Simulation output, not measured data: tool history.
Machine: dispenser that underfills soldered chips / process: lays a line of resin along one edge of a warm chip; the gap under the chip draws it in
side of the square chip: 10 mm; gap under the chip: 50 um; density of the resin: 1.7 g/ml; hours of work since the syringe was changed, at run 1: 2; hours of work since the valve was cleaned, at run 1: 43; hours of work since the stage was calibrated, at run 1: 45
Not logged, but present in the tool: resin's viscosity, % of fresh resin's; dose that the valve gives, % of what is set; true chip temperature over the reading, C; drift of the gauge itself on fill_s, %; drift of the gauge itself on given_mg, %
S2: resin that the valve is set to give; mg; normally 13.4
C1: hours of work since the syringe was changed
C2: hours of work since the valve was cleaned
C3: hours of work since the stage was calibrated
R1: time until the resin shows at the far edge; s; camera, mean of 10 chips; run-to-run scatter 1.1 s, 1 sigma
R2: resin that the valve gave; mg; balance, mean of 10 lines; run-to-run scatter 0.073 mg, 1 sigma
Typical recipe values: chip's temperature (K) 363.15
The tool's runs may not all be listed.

run 1 hour=0 | chip's_temperature_(K)=363.15 S2=13.4 | C1=2 C2=43 C3=45 | R1=113.6 R2=12.77
run 2 hour=3.6 | chip's_temperature_(K)=363.15 S2=13.4 | C1=5 C2=45 C3=47 | R1=122.6 R2=12.91
-- hour=8 new syringe of resin
run 3 hour=8.6 | chip's_temperature_(K)=363.15 S2=13.4 | C1=0 C2=48 C3=50 | R1=106.8 R2=12.92
run 4 hour=12.3 | chip's_temperature_(K)=361.15 S2=13.4 | C1=3 C2=51 C3=53 | R1=124.9 R2=12.89
-- hour=19.7 new syringe of resin
run 5 hour=19.7 | chip's_temperature_(K)=363.15 S2=13.4 | C1=0 C2=56 C3=58 | R1=106.5 R2=12.67
run 6 hour=23.8 | chip's_temperature_(K)=363.15 S2=13.4 | C1=3 C2=59 C3=61 | R1=118.9 R2=12.73
-- hour=28.1 dispensing valve cleaned and set on the balance
-- hour=32.1 new syringe of resin
run 7 hour=32.7 | chip's_temperature_(K)=363.15 S2=13.4 | C1=0 C2=3 C3=66 | R1=106.8 R2=13.45
run 8 hour=38.6 | chip's_temperature_(K)=363.15 S2=13.4 | C1=5 C2=7 C3=70 | R1=120.2 R2=13.34
-- hour=43.7 new syringe of resin
run 9 hour=45.8 | chip's_temperature_(K)=362.15 S2=17 | C1=1 C2=12 C3=75 | R1=109.2 R2=16.83
run 10 hour=53.3 | chip's_temperature_(K)=360.15 S2=13.8 | C1=7 C2=17 C3=80 | R1=141.9 R2=13.68
-- hour=55.4 new syringe of resin
run 11 hour=58.2 | chip's_temperature_(K)=377.15 S2=15.4 | C1=2 C2=20 C3=83 | R1=66.6 R2=15.14

For each entry between runs, how does the tool's hidden state at the last listed run before it compare with that at the first listed run after it?
Between runs 2 and 3: new syringe of resin (hour 8)
  resin's viscosity, % of fresh resin's: 116.3 -> 100.9; dose that the valve gives, % of what is set: 96.16 -> 95.87; true chip temperature over the reading, C: 0.56 -> 0.57
  what was measured, less what the result would be without the hidden state, R1: +15.6 -> -0.7 s; R2: -0.52 -> -0.55 mg
Between runs 4 and 5: new syringe of resin (hour 19.7)
  resin's viscosity, % of fresh resin's: 109.4 -> 100.9; dose that the valve gives, % of what is set: 95.64 -> 95.23; true chip temperature over the reading, C: 0.58 -> 0.6
  what was measured, less what the result would be without the hidden state, R1: +9 -> -0.6 s; R2: -0.58 -> -0.64 mg
Between runs 6 and 7: dispensing valve cleaned and set on the balance (hour 28.1); new syringe of resin (hour 32.1)
  resin's viscosity, % of fresh resin's: 110.6 -> 100.8; dose that the valve gives, % of what is set: 94.98 -> 99.69; true chip temperature over the reading, C: 0.61 -> 0.62
  what was measured, less what the result would be without the hidden state, R1: +9.7 -> -1.6 s; R2: -0.68 -> -0.04 mg
Between runs 8 and 9: new syringe of resin (hour 43.7)
  resin's viscosity, % of fresh resin's: 114.7 -> 103.2; dose that the valve gives, % of what is set: 99.33 -> 98.96; true chip temperature over the reading, C: 0.64 -> 0.65
  what was measured, less what the result would be without the hidden state, R1: +13.1 -> +0.8 s; R2: -0.09 -> -0.18 mg
Between runs 10 and 11: new syringe of resin (hour 55.4)
  resin's viscosity, % of fresh resin's: 122 -> 107; dose that the valve gives, % of what is set: 98.54 -> 98.26; true chip temperature over the reading, C: 0.67 -> 0.68
  what was measured, less what the result would be without the hidden state, R1: +22.8 -> +3 s; R2: -0.2 -> -0.27 mg
